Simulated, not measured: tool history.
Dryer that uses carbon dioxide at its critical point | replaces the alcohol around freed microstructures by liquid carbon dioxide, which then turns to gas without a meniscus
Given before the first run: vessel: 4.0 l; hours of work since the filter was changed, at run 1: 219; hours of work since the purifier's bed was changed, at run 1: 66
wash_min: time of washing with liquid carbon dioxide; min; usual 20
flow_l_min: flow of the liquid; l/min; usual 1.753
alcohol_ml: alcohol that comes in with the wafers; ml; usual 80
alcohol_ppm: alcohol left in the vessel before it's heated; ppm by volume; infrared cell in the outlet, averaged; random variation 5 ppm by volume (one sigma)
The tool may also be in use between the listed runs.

run   hour  wash_min  flow_l_min  alcohol_ml  hours of work since the filter was changed  hours of work since the purifier's bed was changed  alcohol_ppm
  1      0        20       1.753          80                                         219                                                  66           36
  2   12.9        20       1.753          80                                         226                                                  72           43
  3   25.3        20       1.753          80                                         232                                                  78           35
  4     38        19       1.753          80                                         238                                                  85           39
  5   44.6        20       1.753          80                                         241                                                  88           40
      46.3  -- inlet filter changed
  6   55.7        20       1.753          80                                           5                                                  93           31
  7   64.8        20       1.753          80                                           9                                                  97           32
  8   75.2        28       1.753          80                                          14                                                 103           27
  9   84.6        20        1.35          80                                          19                                                 107           71
 10   90.1        20        1.35          80                                          22                                                 110           70
 11   98.2        20        1.35          80                                          26                                                 114           88
 12  103.9        20        1.35          80                                          29                                                 117           75
 13  116.1        20       1.753          32                                          35                                                 123           37
 14  124.4        20       1.753          80                                          39                                                 127           36
 15  132.1        20       1.753          80                                          43                                                 131           42
 16  140.2        20       1.753          80                                          47                                                 135           45
 17  146.2        20       1.753          80                                          50                                                 138           41
 18  153.5        20       1.753          80                                          53                                                 141           33
 19    167        20        2.34          80                                          60                                                 148           20
 20  177.1        20        2.34          80                                          65                                                 153           16
 21  189.7        20       1.753          80                                          71                                                 159           45
 22  198.8        20       1.753          80                                          76                                                 164           47
 23  210.1        20       1.753          80                                          81                                                 170           50
 24  217.8        20       1.753          80                                          85                                                 173           52
 25  230.8        16        1.66          30                                          92                                                 180           64
 26  241.2        13        2.23          80                                          97                                                 185           75
 27  250.2        17       1.753          80                                         101                                                 190           70
 28    257        12        1.16          27                                         105                                                 193          394
 29  263.5        12        1.16          27                                         108                                                 196          403
 30  275.5        12        1.16          27                                         114                                                 202          393
 31  284.7        12        1.16          27                                         118                                                 207          408
 32  294.9        12        1.16          27                                         124                                                 212          416
 33  301.9        20       1.753         110                                         127                                                 215           63
 34  313.7        20       1.753         110                                         133                                                 221           56
 35  327.1        20       1.753         110                                         140                                                 228           68
 36  334.6        20        2.79          80                                         143                                                 231           37
 37  347.9        20        2.79          80                                         150                                                 238           52
 38    355        20        2.79          80                                         153                                                 242           36
 39  366.5        13        1.66         112                                         159                                                 247          398
 40  379.4        13        1.66         112                                         166                                                 254          385
 41  390.1        17        2.49         112                                         171                                                 259           48
 42  403.5        17        2.49         112                                         177                                                 266           52
 43  413.3        20        1.16          80                                         182                                                 271          222
 44  418.9        13        1.09         104                                         185                                                 273         1554
 45  427.2        24        2.57         103                                         189                                                 277           42
 46  437.4        31        1.11          31                                         194                                                 283           53
 47  448.9        20        2.64          24                                         200                                                 288           52

Below, some changes in alcohol_ppm between adjacent runs. For each, the amount present without the hidden state too (settings, incoming material, random variation) and the amount remaining for the hidden state with gauge scatter not shared by both compared results:
Unlogged tool condition in this case: flow that reaches the vessel past the clogged filter, %; alcohol in the recycled carbon dioxide, ppm; drift of the gauge itself on alcohol_ppm, %.
Run 38 -> 39: wash_min 20 -> 13, flow_l_min 2.79 -> 1.66, alcohol_ml 80 -> 112. alcohol_ppm +362 ppm by volume: hidden state +114, all else +248.
Run 43 -> 44: wash_min 20 -> 13, flow_l_min 1.16 -> 1.09, alcohol_ml 80 -> 104. alcohol_ppm +1332 ppm by volume: hidden state +306, all else +1026.
Run 44 -> 45: wash_min 13 -> 24, flow_l_min 1.09 -> 2.57, alcohol_ml 104 -> 103. alcohol_ppm -1512 ppm by volume: hidden state -372, all else -1140.

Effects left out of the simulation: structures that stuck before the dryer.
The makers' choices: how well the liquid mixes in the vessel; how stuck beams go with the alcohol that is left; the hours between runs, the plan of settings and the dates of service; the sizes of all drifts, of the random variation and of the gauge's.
